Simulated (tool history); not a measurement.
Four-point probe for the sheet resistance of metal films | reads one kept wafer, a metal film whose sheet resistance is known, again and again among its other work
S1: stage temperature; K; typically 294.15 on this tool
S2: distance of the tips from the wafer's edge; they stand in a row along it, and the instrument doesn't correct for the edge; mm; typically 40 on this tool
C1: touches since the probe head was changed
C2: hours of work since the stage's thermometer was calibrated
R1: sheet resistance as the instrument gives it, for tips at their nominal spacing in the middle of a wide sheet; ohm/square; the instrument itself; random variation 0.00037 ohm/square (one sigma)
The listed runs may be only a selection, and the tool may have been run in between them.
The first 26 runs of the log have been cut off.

run     day      S1  S2     C1   C2        R1
 27  17.917  293.15  24  58956  102  1.816485
 28  18.758  292.15   7  59902  116   1.82065
 29    19.5  294.15  10  60734  128  1.818404
 30  20.025  293.15  43  61325  137  1.815749
 31  20.738  301.15  18  62125  149  1.821014
 32  21.379  292.15  23  62848  160  1.815775
 33  22.096  304.15   8  63653  172  1.824769
 34  23.038  300.15   4  64712  188  1.833822
 35  23.583  294.15  11  65329  198  1.817368
 36  24.292  294.15  11  66126  210   1.81782
 37   25.05  292.15  12  66975  222  1.816223
 38   25.55  292.15  12  67540  231  1.816667
 39  26.296  308.15   3  68379  243  1.849628
 40  26.804  308.15   3  68950  252  1.849001
 41  27.629  308.15   3  69878  266  1.849558
 42  28.083  306.15  40  70387  274  1.821953
 43  28.579  306.15  40  70947  282   1.82122
 44  29.554  301.15  27  72045  299  1.819253
 45  30.375  301.15  27  72965  313  1.819092

Alternative continuations, all from the tool just after run 45; predict every row:
  A   31  293.15   5  73669  323   ?
  B   31  301.15  27  73669  323   ?
  C   31  292.15  25  73669  323   ?

run        R1
  A   1.82512
  B  1.819057
  C  1.814558
Had the tool no hidden state, the same runs would have come out as:
run        R1
  A  1.835065
  B  1.828975
  C  1.824449
